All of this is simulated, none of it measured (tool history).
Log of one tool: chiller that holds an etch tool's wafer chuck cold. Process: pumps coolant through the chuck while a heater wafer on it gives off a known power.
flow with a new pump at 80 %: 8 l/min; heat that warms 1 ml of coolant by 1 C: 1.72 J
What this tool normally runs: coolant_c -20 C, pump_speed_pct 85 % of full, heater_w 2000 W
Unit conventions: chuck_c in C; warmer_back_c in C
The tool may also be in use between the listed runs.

run   hour  coolant_c  pump_speed_pct  heater_w  chuck_c  warmer_back_c
  1    0.0        -20              85      2000     -4.2           8.22
  2   60.6        -20              65      2000     -0.4          10.93
  3  106.8        -20              65      2000     -0.2          10.91
  4  133.5        -20              85      2000     -4.4           8.16
     168.4  -- coolant changed, channels flushed
  5  205.5        -20              85      2249     -2.4           9.20
  6  266.9        -11              85      2000      4.5           8.29
  7  309.4        -20              85      2000     -4.4           8.30
  8  356.2        -17              95      2137     -2.0           7.86
  9  412.0        -26              64      2390     -2.3          13.30
 10  450.8        -26              64      2390     -2.3          13.35
 11  497.2        -26              82      1356    -15.2           5.98
 12  536.9        -13              76      2529      8.6          11.71
 13  565.6        -13              76      2529      8.6          11.75

The logged runs with the hidden state left out (each run's random variation unchanged):
Hidden state at play: heat passed by the chuck's channels, % of clean ones'; flow at a given pump speed, % of a new pump's; coolant's true temperature over the reading, C; drift of the gauge itself on chuck_c, C; drift of the gauge itself on warmer_back_c, C.
run  warmer_back_c
  1           8.22
  2          10.91
  3          10.87
  4           8.12
  5           9.15
  6           8.21
  7           8.21
  8           7.75
  9          13.18
 10          13.22
 11           5.83
 12          11.55
 13          11.58
chuck_c without the hidden state stays within 0.1 C of what was measured, in all runs.

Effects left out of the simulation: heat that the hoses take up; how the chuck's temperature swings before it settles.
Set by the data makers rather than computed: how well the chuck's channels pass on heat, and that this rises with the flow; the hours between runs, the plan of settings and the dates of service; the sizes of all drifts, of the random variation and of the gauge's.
